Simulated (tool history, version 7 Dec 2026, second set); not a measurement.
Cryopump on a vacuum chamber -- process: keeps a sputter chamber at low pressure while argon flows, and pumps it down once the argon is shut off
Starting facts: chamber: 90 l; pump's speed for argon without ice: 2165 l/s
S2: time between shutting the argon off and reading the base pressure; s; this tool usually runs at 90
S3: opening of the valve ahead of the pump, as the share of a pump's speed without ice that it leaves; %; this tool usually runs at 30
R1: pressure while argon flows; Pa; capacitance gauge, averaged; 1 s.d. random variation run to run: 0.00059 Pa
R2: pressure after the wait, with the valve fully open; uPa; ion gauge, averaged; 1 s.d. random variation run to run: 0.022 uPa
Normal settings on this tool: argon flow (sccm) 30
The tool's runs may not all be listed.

{"run": 1, "hour": 0.0, "argon flow (sccm)": 30, "S2": 90, "S3": 30, "R1": 0.0811, "R2": 0.74}
{"hour": 33.8, "done": "pump warmed up, emptied and cooled again"}
{"run": 2, "hour": 66.8, "argon flow (sccm)": 30, "S2": 254, "S3": 30, "R1": 0.0781, "R2": 0.43}
{"run": 3, "hour": 138.7, "argon flow (sccm)": 30, "S2": 254, "S3": 30, "R1": 0.0779, "R2": 0.43}
{"run": 4, "hour": 187.2, "argon flow (sccm)": 30, "S2": 254, "S3": 30, "R1": 0.0787, "R2": 0.4}
{"run": 5, "hour": 248.0, "argon flow (sccm)": 30, "S2": 254, "S3": 25, "R1": 0.0952, "R2": 0.44}
{"run": 6, "hour": 304.5, "argon flow (sccm)": 30, "S2": 21, "S3": 30, "R1": 0.0791, "R2": 2.12}
{"run": 7, "hour": 359.2, "argon flow (sccm)": 30, "S2": 90, "S3": 24, "R1": 0.0975, "R2": 0.67}
{"run": 8, "hour": 442.1, "argon flow (sccm)": 30, "S2": 90, "S3": 24, "R1": 0.0981, "R2": 0.72}
{"run": 9, "hour": 509.9, "argon flow (sccm)": 30, "S2": 90, "S3": 24, "R1": 0.0986, "R2": 0.69}
{"run": 10, "hour": 567.4, "argon flow (sccm)": 30, "S2": 90, "S3": 24, "R1": 0.099, "R2": 0.74}
{"run": 11, "hour": 650.2, "argon flow (sccm)": 30, "S2": 172, "S3": 30, "R1": 0.0794, "R2": 0.5}
{"run": 12, "hour": 699.1, "argon flow (sccm)": 15, "S2": 46, "S3": 17, "R1": 0.0696, "R2": 1.16}
{"run": 13, "hour": 750.0, "argon flow (sccm)": 14, "S2": 90, "S3": 30, "R1": 0.0375, "R2": 0.74}
{"run": 14, "hour": 802.5, "argon flow (sccm)": 14, "S2": 90, "S3": 30, "R1": 0.0372, "R2": 0.79}
{"run": 15, "hour": 880.5, "argon flow (sccm)": 18, "S2": 94, "S3": 30, "R1": 0.048, "R2": 0.72}
{"run": 16, "hour": 949.7, "argon flow (sccm)": 30, "S2": 93, "S3": 30, "R1": 0.0804, "R2": 0.71}
{"run": 17, "hour": 1015.5, "argon flow (sccm)": 43, "S2": 90, "S3": 20, "R1": 0.1702, "R2": 0.77}
{"run": 18, "hour": 1070.6, "argon flow (sccm)": 30, "S2": 85, "S3": 29, "R1": 0.084, "R2": 0.79}
{"run": 19, "hour": 1121.3, "argon flow (sccm)": 14, "S2": 90, "S3": 41, "R1": 0.0278, "R2": 0.82}
{"run": 20, "hour": 1194.0, "argon flow (sccm)": 39, "S2": 24, "S3": 38, "R1": 0.0828, "R2": 1.9}
{"run": 21, "hour": 1268.8, "argon flow (sccm)": 39, "S2": 24, "S3": 38, "R1": 0.0836, "R2": 2.02}

Forecast each of these 5 alternatives for the next run:
{"run": "A", "hour": 1313.1, "argon flow (sccm)": 20, "S2": 90, "S3": 30, "R1": "?", "R2": "?"}
{"run": "B", "hour": 1313.1, "argon flow (sccm)": 50, "S2": 63, "S3": 30, "R1": "?", "R2": "?"}
{"run": "C", "hour": 1313.1, "argon flow (sccm)": 56, "S2": 71, "S3": 29, "R1": "?", "R2": "?"}
{"run": "D", "hour": 1313.1, "argon flow (sccm)": 45, "S2": 24, "S3": 25, "R1": "?", "R2": "?"}
{"run": "E", "hour": 1313.1, "argon flow (sccm)": 34, "S2": 24, "S3": 38, "R1": "?", "R2": "?"}

run=A R1=0.0543 R2=0.77
run=B R1=0.1352 R2=0.96
run=C R1=0.1555 R2=0.87
run=D R1=0.1456 R2=1.92
run=E R1=0.0740 R2=2.02
With the hidden condition removed and each run's random variation left untouched, the same runs would have given:
run=A R1=0.0522 R2=0.56
run=B R1=0.1299 R2=0.76
run=C R1=0.1496 R2=0.67
run=D R1=0.1409 R2=1.72
run=E R1=0.0704 R2=1.81
